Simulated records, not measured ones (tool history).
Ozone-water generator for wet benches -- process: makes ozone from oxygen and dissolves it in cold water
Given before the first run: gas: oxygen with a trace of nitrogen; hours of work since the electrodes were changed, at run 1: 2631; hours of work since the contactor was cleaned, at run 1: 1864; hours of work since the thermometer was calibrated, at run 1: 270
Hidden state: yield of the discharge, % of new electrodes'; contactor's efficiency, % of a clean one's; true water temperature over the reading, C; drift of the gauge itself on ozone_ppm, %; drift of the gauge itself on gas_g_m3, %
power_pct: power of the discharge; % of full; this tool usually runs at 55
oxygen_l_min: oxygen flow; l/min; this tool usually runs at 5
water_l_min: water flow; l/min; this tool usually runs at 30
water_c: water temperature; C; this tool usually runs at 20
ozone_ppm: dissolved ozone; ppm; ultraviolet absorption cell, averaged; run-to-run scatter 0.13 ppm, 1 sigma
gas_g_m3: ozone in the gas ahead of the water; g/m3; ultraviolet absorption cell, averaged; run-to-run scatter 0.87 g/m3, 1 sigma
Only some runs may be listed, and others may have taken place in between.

run    hour  power_pct  oxygen_l_min  water_l_min  water_c  hours of work since the electrodes were changed  hours of work since the contactor was cleaned  hours of work since the thermometer was calibrated  ozone_ppm  gas_g_m3
  1       0         55             5           30       20                                             2631                                           1864                                                 270       12.2     135.5
  2    81.5         55          4.53           30       20                                             2712                                           1945                                                 350       12.2     144.8
  3   120.4         64             5           30       20                                             2750                                           1983                                                 389       13.4     152.2
  4   198.7         55           5.3           30       20                                             2827                                           2060                                                 465       11.8     128.4
  5   262.7         55           5.3           30       20                                             2890                                           2123                                                 528       11.8     128.1
  6     340         55             5           27       20                                             2966                                           2199                                                 604       13.2     134.3
  7   387.5         55             5           30       20                                             3012                                           2245                                                 651       11.6     134.3
  8   461.6         55             5           30       20                                             3085                                           2318                                                 724       11.8     133.2
  9   508.9         55             5           30       20                                             3132                                           2365                                                 770       11.8     134.4
 10     590         55             5           30       20                                             3211                                           2444                                                 850         12     132.5
 11   649.2         55             5           30       20                                             3270                                           2503                                                 908       11.7     132.3
 12   743.8         55             5           30       20                                             3363                                           2596                                                1001       11.7     133.2
 13   806.2         55          3.01           30       20                                             3424                                           2657                                                1063       11.6       186
      811.9  -- water thermometer calibrated
 14   890.1         55          3.01           30       20                                             3506                                           2739                                                  77       11.8     189.1
 15   942.3         55          3.01           30       20                                             3557                                           2790                                                 128       11.7       186
 16   984.8         55             5           30       20                                             3599                                           2832                                                 170       11.8     131.1
 17  1038.8         50          7.71           26       21                                             3652                                           2885                                                 223       11.4      89.9
 18  1101.7         55             5           30       26                                             3714                                           2947                                                 285       10.5     131.7
       1165  -- water thermometer calibrated, once more
 19  1192.5         55             5           30       26                                             3803                                           3036                                                  27       10.6     132.2
 20    1246         55             5           30       26                                             3855                                           3088                                                  80       10.6     130.6
 21    1316         47             5           30       27                                             3924                                           3157                                                 148        9.5     114.6
 22    1395         47             5           30       27                                             4002                                           3235                                                 226        9.4     115.9
 23  1449.3         88             5           39       22                                             4055                                           3288                                                 279       12.5     189.8
 24  1518.4         88             5           39       22                                             4123                                           3356                                                 347       12.6     187.5
 25  1588.3         88             5           39       22                                             4192                                           3425                                                 416       12.5     187.2
 26  1680.9         88             5           39       22                                             4283                                           3516                                                 507       12.4     188.2
 27  1737.3         88             5           28       22                                             4338                                           3571                                                 563         17     188.3
 28  1779.4         55             5           35       27                                             4380                                           3613                                                 604        8.9     129.4
 29    1828         62          4.57           27       24                                             4427                                           3660                                                 652       13.2     151.1
 30  1904.7         62          4.57           27       24                                             4503                                           3736                                                 727       13.1     149.8
 31  1984.1         55           8.7           30       20                                             4581                                           3814                                                 805       10.6      88.1
 32  2029.9         88             5           31       20                                             4626                                           3859                                                 850       15.7     185.1

Predict each of these 4 candidate next runs independently; none follows another, all start after run 32:
  A  2107         55             5           41       26                                             4701                                           3935                                                 926          ?         ?
  B  2107         72             5           39       24                                             4701                                           3935                                                 926          ?         ?
  C  2107         88          5.43           39       20                                             4701                                           3935                                                 926          ?         ?
  D  2107         61             5           24       20                                             4701                                           3935                                                 926          ?         ?

run  ozone_ppm  gas_g_m3
  A        7.8     127.6
  B       10.2     157.1
  C       12.5     174.7
  D       14.7     138.3
With the hidden condition removed and each run's random variation left untouched, the same runs would have given:
run  ozone_ppm  gas_g_m3
  A          9     143.3
  B       12.1     182.3
  C       15.2     207.6
  D         17     157.2
